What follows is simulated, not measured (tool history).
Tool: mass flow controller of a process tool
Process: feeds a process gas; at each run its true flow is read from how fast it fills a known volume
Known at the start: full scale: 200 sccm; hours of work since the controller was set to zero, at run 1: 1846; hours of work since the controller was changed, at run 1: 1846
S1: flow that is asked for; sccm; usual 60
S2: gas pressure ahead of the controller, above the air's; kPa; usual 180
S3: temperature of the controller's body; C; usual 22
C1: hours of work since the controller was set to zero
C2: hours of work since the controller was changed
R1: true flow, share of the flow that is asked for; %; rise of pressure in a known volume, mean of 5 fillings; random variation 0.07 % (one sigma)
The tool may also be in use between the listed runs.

run	hour	S1	S2	S3	C1	C2	R1
1	0	60	180	22	1846	1846	97.96
2	94.7	60	180	22	1896	1896	98.04
3	146.1	60	180	27	1922	1922	97.75
4	204.9	60	180	27	1953	1953	97.92
5	316.5	60	180	27	2012	2012	97.9
6	415.1	60	180	27	2063	2063	98.15
7	483.7	60	180	27	2099	2099	97.87
8	587.1	101	180	22	2154	2154	99.09
9	671.9	60	180	22	2198	2198	98.4
10	787.5	60	180	29	2259	2259	98.05
11	896.6	60	180	29	2316	2316	98.11
12	998.8	45	279	31	2369	2369	97.33

Run 13 comes next. What will it give?
13	1113.4	45	279	31	2429	2429	?

{"run 13": {"R1": 97.22}}
Without the tool's hidden state the same run would have given R1 96.51 %.
